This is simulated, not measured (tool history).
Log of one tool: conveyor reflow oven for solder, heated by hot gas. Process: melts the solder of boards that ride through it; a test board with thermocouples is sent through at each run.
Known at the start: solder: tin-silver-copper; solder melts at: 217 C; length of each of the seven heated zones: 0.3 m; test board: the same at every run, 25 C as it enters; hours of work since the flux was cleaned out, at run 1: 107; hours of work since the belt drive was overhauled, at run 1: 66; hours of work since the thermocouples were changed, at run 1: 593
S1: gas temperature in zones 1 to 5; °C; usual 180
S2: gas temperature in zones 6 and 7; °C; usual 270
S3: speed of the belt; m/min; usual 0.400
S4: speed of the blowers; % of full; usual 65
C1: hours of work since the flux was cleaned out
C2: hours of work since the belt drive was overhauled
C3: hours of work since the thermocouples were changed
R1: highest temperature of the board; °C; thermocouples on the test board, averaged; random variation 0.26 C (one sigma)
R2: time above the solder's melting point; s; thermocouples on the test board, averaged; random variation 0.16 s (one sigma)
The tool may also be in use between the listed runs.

run,hour,S1,S2,S3,S4,C1,C2,C3,R1,R2
1,0.0,180,270,0.400,65,107,66,593,253.3,71.0
2,7.1,179,270,0.400,65,111,70,597,253.3,70.5
3,16.9,179,270,0.400,65,116,76,602,253.2,70.3
4,28.2,180,262,0.400,65,123,82,609,246.3,65.0
5,37.0,180,270,0.455,65,128,87,614,249.0,57.8
# hour 42.1: belt drive overhauled, speed set with a stopwatch
6,49.0,180,270,0.455,65,132,4,619,249.2,57.8
7,57.3,180,270,0.455,65,137,9,623,248.8,57.8
8,65.1,180,270,0.455,65,142,13,628,249.0,57.7
9,72.5,180,270,0.455,65,146,17,632,249.1,57.9
10,82.0,180,270,0.323,77,151,23,637,260.4,96.8
11,97.6,180,270,0.400,65,160,32,646,253.5,70.8
12,110.3,180,270,0.400,65,167,39,653,253.5,70.7
# hour 121.1: belt drive overhauled, speed set with a stopwatch, once more
13,124.8,166,266,0.400,50,173,2,659,243.0,53.0
14,133.8,180,270,0.449,65,179,7,665,248.6,58.8
15,144.9,180,270,0.449,65,185,14,671,249.2,58.8

Forecast each of these 5 alternatives for the next run:
A,151.9,180,275,0.449,76,189,18,675,?,?
B,151.9,180,270,0.400,76,189,18,675,?,?
C,151.9,184,277,0.449,57,189,18,675,?,?
D,151.9,179,270,0.449,65,189,18,675,?,?
E,151.9,180,270,0.449,50,189,18,675,?,?

run,R1,R2
A,256.0,64.4
B,254.9,72.5
C,253.3,63.8
D,249.1,58.2
E,245.0,53.4
Without the tool's hidden state the same runs would have given:
run,R1,R2
A,258.8,66.3
B,257.6,74.5
C,255.9,65.8
D,251.8,60.6
E,247.5,56.0
